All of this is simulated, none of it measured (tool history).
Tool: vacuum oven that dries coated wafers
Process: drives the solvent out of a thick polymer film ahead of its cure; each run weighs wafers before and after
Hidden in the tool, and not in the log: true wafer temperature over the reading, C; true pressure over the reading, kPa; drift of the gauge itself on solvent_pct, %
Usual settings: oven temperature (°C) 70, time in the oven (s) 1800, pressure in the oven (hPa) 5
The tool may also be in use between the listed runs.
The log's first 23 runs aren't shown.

run     day  oven temperature (°C)  time in the oven (s)  pressure in the oven (hPa)  hours of work since the thermocouples were calibrated  hours of work since the vacuum gauge was cleaned of residue  solvent left in the film (%)
 24  15.783                     70                  1800                        7.91                                                     16                                                          293                          3.09
 25  16.475                     77                   900                       11.98                                                     25                                                          303                          5.08
 26  17.233                     67                  3060                           5                                                     36                                                          313                          1.45
 27  17.712                     67                  3060                           5                                                     42                                                          320                          1.44
 28  18.462                     67                  2520                        5.88                                                     53                                                          331                          2.21
 29  18.862                     66                  2520                        3.27                                                     58                                                          336                          2.28
 30  19.508                     67                  1620                        8.14                                                     67                                                          345                          4.46
 31  20.375                     57                  1020                        15.8                                                     80                                                          357                          11.1
 32  20.946                     77                  2040                        15.8                                                     87                                                          365                          1.47
 33  21.754                     77                  2040                        15.8                                                     99                                                          376                          1.48
 34  22.638                     77                  2040                        15.8                                                    111                                                          389                          1.45
 35  23.121                     77                  2040                        15.8                                                    118                                                          395                          1.47
 36  23.833                     77                  2040                        15.8                                                    128                                                          405                          1.48
 37  24.783                     77                  2040                        15.8                                                    141                                                          419                          1.47
 38  25.212                     84                  1080                           5                                                    147                                                          425                          2.08
 39  25.733                     84                  1080                           5                                                    154                                                          432                          2.06
 40  26.462                     84                  1080                           5                                                    164                                                          442                          2.11
 41  27.292                     70                  1080                           5                                                    176                                                          454                          5.92

4 ways to go on from here, each from the tool as it stands after run 41. What would each give?
  A  27.742                     58                  1800                           5                                                    182                                                          460                             ?
  B  27.742                     66                  1800                        7.42                                                    182                                                          460                             ?
  C  27.742                     55                  1200                           5                                                    182                                                          460                             ?
  D  27.742                     70                  1140                       14.51                                                    182                                                          460                             ?

run  solvent left in the film (%)
  A                          6.76
  B                          4.23
  C                         10.28
  D                          5.94
Without the tool's hidden state the same runs would have given:
run  solvent left in the film (%)
  A                          6.72
  B                          4.21
  C                         10.25
  D                          5.95

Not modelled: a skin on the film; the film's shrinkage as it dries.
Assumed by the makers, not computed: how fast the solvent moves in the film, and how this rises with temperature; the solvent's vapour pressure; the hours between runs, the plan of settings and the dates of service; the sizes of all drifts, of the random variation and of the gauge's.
